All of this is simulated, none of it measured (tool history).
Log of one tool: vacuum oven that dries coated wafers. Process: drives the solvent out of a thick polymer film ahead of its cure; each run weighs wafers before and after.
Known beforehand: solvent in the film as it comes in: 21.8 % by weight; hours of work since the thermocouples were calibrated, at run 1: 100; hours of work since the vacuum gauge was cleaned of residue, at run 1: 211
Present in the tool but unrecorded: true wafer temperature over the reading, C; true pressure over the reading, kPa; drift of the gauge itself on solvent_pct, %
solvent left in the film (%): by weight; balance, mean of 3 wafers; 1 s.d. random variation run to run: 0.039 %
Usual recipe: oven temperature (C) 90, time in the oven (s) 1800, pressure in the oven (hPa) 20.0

| run | hour | oven temperature (C) | time in the oven (s) | pressure in the oven (hPa) | hours of work since the thermocouples were calibrated | hours of work since the vacuum gauge was cleaned of residue | solvent left in the film (%) |
|---|---|---|---|---|---|---|---|
| 1 | 0.0 | 90 | 1800 | 20.0 | 100 | 211 | 4.24 |
| 2 | 30.0 | 90 | 1800 | 20.0 | 123 | 235 | 4.27 |
| 3 | 61.3 | 90 | 1800 | 20.0 | 148 | 260 | 4.24 |
| 4 | 87.8 | 90 | 1020 | 20.0 | 169 | 281 | 6.02 |
| 5 | 119.1 | 90 | 1020 | 20.0 | 194 | 305 | 6.00 |
| 6 | 155.5 | 90 | 1020 | 20.0 | 222 | 334 | 6.03 |
| 7 | 182.3 | 90 | 1800 | 12.5 | 244 | 355 | 3.08 |
| 8 | 205.2 | 90 | 1200 | 20.0 | 262 | 374 | 5.40 |
| 9 | 237.7 | 90 | 1200 | 20.0 | 287 | 399 | 5.38 |
| 10 | 254.6 | 90 | 1200 | 20.0 | 301 | 413 | 5.35 |
| 11 | 277.0 | 90 | 1200 | 20.0 | 318 | 430 | 5.23 |
| 12 | 309.4 | 90 | 1200 | 20.0 | 344 | 456 | 5.39 |
| 13 | 345.8 | 90 | 1200 | 20.0 | 373 | 485 | 5.32 |
| 14 | 365.2 | 90 | 1800 | 20.0 | 388 | 500 | 4.31 |
| 15 | 383.1 | 90 | 1800 | 20.0 | 402 | 514 | 4.31 |
| 16 | 417.9 | 90 | 1800 | 20.0 | 430 | 541 | 4.30 |
| 17 | 434.9 | 90 | 1800 | 20.0 | 443 | 555 | 4.27 |
| 18 | 455.5 | 79 | 2820 | 20.0 | 459 | 571 | 6.65 |
| 19 | 474.3 | 90 | 2580 | 71.9 | 474 | 586 | 12.85 |
| 20 | 508.1 | 90 | 2580 | 71.9 | 501 | 613 | 12.73 |
| 21 | 523.6 | 101 | 2340 | 31.5 | 513 | 625 | 3.91 |
|  | 528.1 | oven's thermocouples calibrated |
| 22 | 554.0 | 101 | 2340 | 31.5 | 21 | 647 | 3.81 |
| 23 | 590.5 | 96 | 2640 | 31.4 | 49 | 676 | 4.51 |
| 24 | 612.8 | 96 | 2640 | 31.4 | 67 | 694 | 4.62 |
| 25 | 635.8 | 89 | 1380 | 20.0 | 85 | 712 | 5.04 |
|  | 652.3 | oven's thermocouples calibrated, once more |
| 26 | 663.2 | 90 | 1800 | 11.3 | 9 | 732 | 3.04 |
| 27 | 693.1 | 90 | 1800 | 11.3 | 32 | 756 | 3.11 |
| 28 | 709.8 | 90 | 2400 | 52.1 | 45 | 769 | 9.74 |
| 29 | 742.2 | 87 | 1560 | 20.0 | 71 | 795 | 5.56 |
| 30 | 766.6 | 87 | 1560 | 20.0 | 90 | 814 | 5.74 |
| 31 | 789.5 | 85 | 2400 | 30.6 | 108 | 832 | 7.50 |

Below, some changes in solvent left in the film (%) between adjacent runs. For each, the amount present without the hidden state too (settings, incoming material, random variation) and the amount remaining for the hidden state with gauge scatter not shared by both compared results:
Run 17 -> 18: oven temperature (C) 90 -> 79, time in the oven (s) 1800 -> 2820. solvent left in the film (%) +2.38: hidden state +0.14, all else +2.24.
Run 18 -> 19: oven temperature (C) 79 -> 90, time in the oven (s) 2820 -> 2580, pressure in the oven (hPa) 20.0 -> 71.9. solvent left in the film (%) +6.20: hidden state -0.26, all else +6.46.
Run 20 -> 21: oven temperature (C) 90 -> 101, time in the oven (s) 2580 -> 2340, pressure in the oven (hPa) 71.9 -> 31.5. solvent left in the film (%) -8.82: hidden state +0.08, all else -8.90.
Run 25 -> 26: oven temperature (C) 89 -> 90, time in the oven (s) 1380 -> 1800, pressure in the oven (hPa) 20.0 -> 11.3, oven's thermocouples calibrated, once more. solvent left in the film (%) -2.00: hidden state +0.39, all else -2.39.
Run 27 -> 28: time in the oven (s) 1800 -> 2400, pressure in the oven (hPa) 11.3 -> 52.1. solvent left in the film (%) +6.63: hidden state -0.03, all else +6.66.

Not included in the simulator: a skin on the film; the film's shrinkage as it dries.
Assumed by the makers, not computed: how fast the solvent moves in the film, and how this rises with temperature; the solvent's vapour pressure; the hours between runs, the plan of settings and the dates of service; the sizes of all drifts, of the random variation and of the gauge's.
